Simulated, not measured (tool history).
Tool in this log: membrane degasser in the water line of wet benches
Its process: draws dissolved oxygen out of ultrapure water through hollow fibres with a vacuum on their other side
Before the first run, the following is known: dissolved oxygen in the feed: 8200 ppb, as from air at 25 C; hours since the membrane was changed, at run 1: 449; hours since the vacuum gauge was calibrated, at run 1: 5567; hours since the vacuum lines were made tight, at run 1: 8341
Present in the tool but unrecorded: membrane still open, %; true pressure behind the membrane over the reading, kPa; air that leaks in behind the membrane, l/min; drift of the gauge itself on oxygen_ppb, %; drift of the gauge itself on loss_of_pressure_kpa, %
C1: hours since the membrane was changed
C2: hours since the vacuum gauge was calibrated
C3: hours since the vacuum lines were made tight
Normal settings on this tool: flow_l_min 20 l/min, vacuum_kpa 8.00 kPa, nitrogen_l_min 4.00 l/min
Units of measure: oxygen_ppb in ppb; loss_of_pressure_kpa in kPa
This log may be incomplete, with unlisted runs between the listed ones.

{"run": 1, "hour": 0.0, "flow_l_min": 20, "vacuum_kpa": 8.0, "nitrogen_l_min": 4.0, "C1": 449, "C2": 5567, "C3": 8341, "oxygen_ppb": 226.3, "loss_of_pressure_kpa": 43.75}
{"run": 2, "hour": 119.5, "flow_l_min": 20, "vacuum_kpa": 8.0, "nitrogen_l_min": 4.0, "C1": 568, "C2": 5687, "C3": 8461, "oxygen_ppb": 230.2, "loss_of_pressure_kpa": 43.8}
{"run": 3, "hour": 229.0, "flow_l_min": 20, "vacuum_kpa": 7.06, "nitrogen_l_min": 4.0, "C1": 678, "C2": 5796, "C3": 8570, "oxygen_ppb": 219.9, "loss_of_pressure_kpa": 43.65}
{"run": 4, "hour": 331.6, "flow_l_min": 20, "vacuum_kpa": 7.06, "nitrogen_l_min": 4.0, "C1": 780, "C2": 5899, "C3": 8673, "oxygen_ppb": 221.2, "loss_of_pressure_kpa": 43.37}
{"run": 5, "hour": 540.1, "flow_l_min": 14, "vacuum_kpa": 7.06, "nitrogen_l_min": 4.0, "C1": 989, "C2": 6107, "C3": 8881, "oxygen_ppb": 114.8, "loss_of_pressure_kpa": 30.69}
{"run": 6, "hour": 639.3, "flow_l_min": 13, "vacuum_kpa": 7.06, "nitrogen_l_min": 4.0, "C1": 1088, "C2": 6207, "C3": 8981, "oxygen_ppb": 99.9, "loss_of_pressure_kpa": 28.7}
{"run": 7, "hour": 826.5, "flow_l_min": 32, "vacuum_kpa": 8.0, "nitrogen_l_min": 4.0, "C1": 1275, "C2": 6394, "C3": 9168, "oxygen_ppb": 474.9, "loss_of_pressure_kpa": 70.44}
{"run": 8, "hour": 958.0, "flow_l_min": 32, "vacuum_kpa": 8.0, "nitrogen_l_min": 4.0, "C1": 1407, "C2": 6525, "C3": 9299, "oxygen_ppb": 475.3, "loss_of_pressure_kpa": 70.16}
{"run": 9, "hour": 1150.9, "flow_l_min": 32, "vacuum_kpa": 8.0, "nitrogen_l_min": 4.0, "C1": 1599, "C2": 6718, "C3": 9492, "oxygen_ppb": 485.8, "loss_of_pressure_kpa": 70.37}
{"run": 10, "hour": 1322.6, "flow_l_min": 20, "vacuum_kpa": 14.77, "nitrogen_l_min": 4.0, "C1": 1771, "C2": 6890, "C3": 9664, "oxygen_ppb": 313.5, "loss_of_pressure_kpa": 44.17}
{"run": 11, "hour": 1458.6, "flow_l_min": 20, "vacuum_kpa": 14.77, "nitrogen_l_min": 4.0, "C1": 1907, "C2": 7026, "C3": 9800, "oxygen_ppb": 312.8, "loss_of_pressure_kpa": 44.7}
{"run": 12, "hour": 1578.8, "flow_l_min": 20, "vacuum_kpa": 14.77, "nitrogen_l_min": 7.09, "C1": 2027, "C2": 7146, "C3": 9920, "oxygen_ppb": 256.2, "loss_of_pressure_kpa": 44.14}
{"run": 13, "hour": 1746.7, "flow_l_min": 20, "vacuum_kpa": 8.0, "nitrogen_l_min": 4.0, "C1": 2195, "C2": 7314, "C3": 10088, "oxygen_ppb": 238.1, "loss_of_pressure_kpa": 44.14}
{"hour": 1880.8, "done": "vacuum gauge calibrated"}
{"run": 14, "hour": 1947.9, "flow_l_min": 20, "vacuum_kpa": 11.66, "nitrogen_l_min": 4.0, "C1": 2396, "C2": 67, "C3": 10289, "oxygen_ppb": 280.0, "loss_of_pressure_kpa": 44.58}
{"run": 15, "hour": 2138.0, "flow_l_min": 20, "vacuum_kpa": 11.66, "nitrogen_l_min": 4.0, "C1": 2586, "C2": 257, "C3": 10479, "oxygen_ppb": 282.6, "loss_of_pressure_kpa": 44.05}
{"hour": 2305.1, "done": "vacuum gauge calibrated, once more"}
{"run": 16, "hour": 2316.3, "flow_l_min": 20, "vacuum_kpa": 11.66, "nitrogen_l_min": 4.0, "C1": 2764, "C2": 11, "C3": 10656, "oxygen_ppb": 280.8, "loss_of_pressure_kpa": 44.17}
{"run": 17, "hour": 2437.2, "flow_l_min": 19, "vacuum_kpa": 11.66, "nitrogen_l_min": 10.6, "C1": 2885, "C2": 132, "C3": 10777, "oxygen_ppb": 197.6, "loss_of_pressure_kpa": 42.28}
{"run": 18, "hour": 2595.4, "flow_l_min": 19, "vacuum_kpa": 11.66, "nitrogen_l_min": 10.6, "C1": 3043, "C2": 290, "C3": 10936, "oxygen_ppb": 200.6, "loss_of_pressure_kpa": 42.44}
{"run": 19, "hour": 2689.0, "flow_l_min": 13, "vacuum_kpa": 8.0, "nitrogen_l_min": 6.16, "C1": 3137, "C2": 384, "C3": 11029, "oxygen_ppb": 97.0, "loss_of_pressure_kpa": 29.15}
{"run": 20, "hour": 2882.5, "flow_l_min": 20, "vacuum_kpa": 8.0, "nitrogen_l_min": 1.64, "C1": 3330, "C2": 577, "C3": 11223, "oxygen_ppb": 314.5, "loss_of_pressure_kpa": 44.42}
{"run": 21, "hour": 2978.3, "flow_l_min": 20, "vacuum_kpa": 8.0, "nitrogen_l_min": 1.64, "C1": 3426, "C2": 673, "C3": 11318, "oxygen_ppb": 308.9, "loss_of_pressure_kpa": 44.78}
{"run": 22, "hour": 3141.7, "flow_l_min": 20, "vacuum_kpa": 8.0, "nitrogen_l_min": 1.64, "C1": 3589, "C2": 837, "C3": 11482, "oxygen_ppb": 312.9, "loss_of_pressure_kpa": 44.84}
{"run": 23, "hour": 3231.3, "flow_l_min": 20, "vacuum_kpa": 8.0, "nitrogen_l_min": 1.64, "C1": 3679, "C2": 926, "C3": 11571, "oxygen_ppb": 318.7, "loss_of_pressure_kpa": 44.55}
{"run": 24, "hour": 3320.1, "flow_l_min": 20, "vacuum_kpa": 17.9, "nitrogen_l_min": 4.0, "C1": 3768, "C2": 1015, "C3": 11660, "oxygen_ppb": 357.8, "loss_of_pressure_kpa": 44.87}
{"run": 25, "hour": 3478.4, "flow_l_min": 15, "vacuum_kpa": 9.0, "nitrogen_l_min": 9.05, "C1": 3926, "C2": 1173, "C3": 11819, "oxygen_ppb": 126.3, "loss_of_pressure_kpa": 33.94}
{"run": 26, "hour": 3585.0, "flow_l_min": 15, "vacuum_kpa": 7.02, "nitrogen_l_min": 4.0, "C1": 4033, "C2": 1280, "C3": 11925, "oxygen_ppb": 136.1, "loss_of_pressure_kpa": 33.81}
{"run": 27, "hour": 3761.3, "flow_l_min": 18, "vacuum_kpa": 7.02, "nitrogen_l_min": 10.46, "C1": 4209, "C2": 1456, "C3": 12102, "oxygen_ppb": 165.0, "loss_of_pressure_kpa": 40.25}

Forecast run 28:
{"hour": 3868.0, "done": "seals of the vacuum lines changed"}
{"run": 28, "hour": 3893.5, "flow_l_min": 20, "vacuum_kpa": 15.85, "nitrogen_l_min": 2.18, "C1": 4339, "C2": 1586, "C3": 26, "oxygen_ppb": "?", "loss_of_pressure_kpa": "?"}

{"run 28": {"oxygen_ppb": 446.0, "loss_of_pressure_kpa": 44.64}}
With the hidden condition absent and the run-to-run variation left alone, this run would have shown oxygen_ppb 425.7 ppb, loss_of_pressure_kpa 43.30 kPa.

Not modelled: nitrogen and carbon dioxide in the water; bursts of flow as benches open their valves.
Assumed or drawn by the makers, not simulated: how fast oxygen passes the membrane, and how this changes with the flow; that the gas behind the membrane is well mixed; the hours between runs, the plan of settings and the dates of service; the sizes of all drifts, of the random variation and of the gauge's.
